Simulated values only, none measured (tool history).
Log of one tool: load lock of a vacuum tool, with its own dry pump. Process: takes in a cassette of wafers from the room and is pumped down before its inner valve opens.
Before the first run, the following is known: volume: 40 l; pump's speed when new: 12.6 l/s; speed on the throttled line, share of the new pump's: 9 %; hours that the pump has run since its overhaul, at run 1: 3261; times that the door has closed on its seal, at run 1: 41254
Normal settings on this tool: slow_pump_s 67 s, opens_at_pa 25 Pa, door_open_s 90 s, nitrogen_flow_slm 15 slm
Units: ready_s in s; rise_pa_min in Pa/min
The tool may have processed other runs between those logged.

run,hour,slow_pump_s,opens_at_pa,door_open_s,nitrogen_flow_slm,hours that the pump has run since its overhaul,times that the door has closed on its seal,"incoming humidity of the room's air, %",ready_s,rise_pa_min
1,0.0,67,25,90,15,3261,41254,42.1,87.5,0.031
2,406.5,67,25,90,15,3667,43246,46.4,86.7,0.040
3,758.5,67,25,90,15,4019,44972,43.9,87.8,0.031
4,1020.8,67,31,90,15,4282,46257,42.1,86.6,0.037
5,1288.0,81,25,90,15,4549,47566,46.2,100.5,0.035
6,1803.5,81,25,90,15,5064,50093,38.2,100.4,0.028
7,2333.1,67,25,90,8,5594,52688,41.8,87.2,0.040
8,2734.5,67,25,90,8,5995,54655,44.0,86.6,0.038
9,3028.0,64,25,90,15,6289,56093,44.9,84.5,0.030
10,3558.7,64,25,90,15,6820,58694,42.2,84.9,0.030
11,3838.7,64,25,90,15,7100,60066,44.8,84.2,0.032
12,4335.0,67,25,90,15,7596,62498,47.7,87.9,0.030
13,4853.8,67,25,90,15,8115,65041,44.8,87.3,0.038
14,5254.1,67,25,90,15,8515,67002,42.9,87.5,0.032
15,5592.6,67,25,90,15,8853,68661,45.8,86.7,0.036
16,6008.9,67,28,90,15,9270,70701,47.1,86.3,0.038
17,6363.9,67,25,90,6,9625,72441,49.4,87.6,0.045
18,6690.7,67,25,90,6,9952,74042,43.4,87.3,0.039
# hour 6905.0: dry pump taken out, an overhauled one fitted
19,7085.4,67,25,90,6,180,75947,43.3,87.7,0.045
# hour 7177.3: door's seal changed, seat wiped
20,7596.1,39,25,90,6,690,2053,43.8,61.1,0.035
21,7949.6,55,46,127,6,1043,3785,43.6,74.5,0.046
22,8195.6,55,19,37,6,1289,4990,44.7,77.8,0.019
23,8572.4,77,19,37,6,1666,6837,41.4,96.8,0.022
24,8864.6,72,46,216,6,1958,8269,46.6,89.8,0.068
25,9244.7,52,24,206,14,2338,10131,47.9,73.1,0.056
26,9635.2,73,24,104,23,2729,12045,44.9,93.2,0.030
27,9997.8,58,20,39,8,3091,13822,47.3,80.0,0.023
28,10477.1,53,25,68,9,3571,16171,42.4,74.1,0.031
29,10844.3,53,25,68,9,3938,17970,48.0,74.9,0.035
30,11374.7,67,25,90,11,4468,20570,43.9,87.4,0.036
31,11745.3,86,25,60,11,4839,22386,44.2,105.1,0.026
32,12078.1,35,23,161,15,5172,24017,45.4,58.4,0.043
33,12416.8,96,18,149,23,5510,25677,45.1,115.3,0.036

Run 34 comes next. What will it give?
34,12860.9,96,18,149,23,5954,27853,44.1,?,?

ready_s: 114.6 s
rise_pa_min: 0.038 Pa/min
Minus the tool's unlogged condition, the same run would have read ready_s 114.6 s, rise_pa_min 0.038 Pa/min.
